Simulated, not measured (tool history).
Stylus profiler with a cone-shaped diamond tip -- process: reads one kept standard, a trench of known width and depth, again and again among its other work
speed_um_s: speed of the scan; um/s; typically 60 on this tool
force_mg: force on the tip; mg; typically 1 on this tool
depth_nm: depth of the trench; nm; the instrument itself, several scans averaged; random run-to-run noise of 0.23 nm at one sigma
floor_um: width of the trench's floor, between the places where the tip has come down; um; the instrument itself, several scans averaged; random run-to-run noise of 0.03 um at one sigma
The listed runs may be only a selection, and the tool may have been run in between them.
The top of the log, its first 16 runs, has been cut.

run,hour,speed_um_s,force_mg,depth_nm,floor_um
17,372.6,60,1,1011.33,22
18,396.5,60,1,1011.21,21.93
# hour 398.8: height scale calibrated on a step standard
19,424.2,60,1,1011.74,21.94
20,461.6,60,1,1011.92,21.92
21,487,57,1,1012.05,21.89
# hour 501.6: height scale calibrated on a step standard, once more
22,519.3,57,1,1009.44,21.91
23,548.3,57,1,1009.51,21.85
24,584,29,0.57,1006.77,21.97
25,609.9,163,1.95,1014.73,21.34
26,627.6,163,1.95,1014.77,21.3
27,646.7,60,0.65,1007.46,21.6

Forecast run 28:
28,665,167,1.3,?,?

Run 28 measured depth_nm 1011.14 nm, floor_um 21.12 um.
Had the tool carried no hidden state, the very same run would have given depth_nm 1010.87 nm, floor_um 22.95 um.
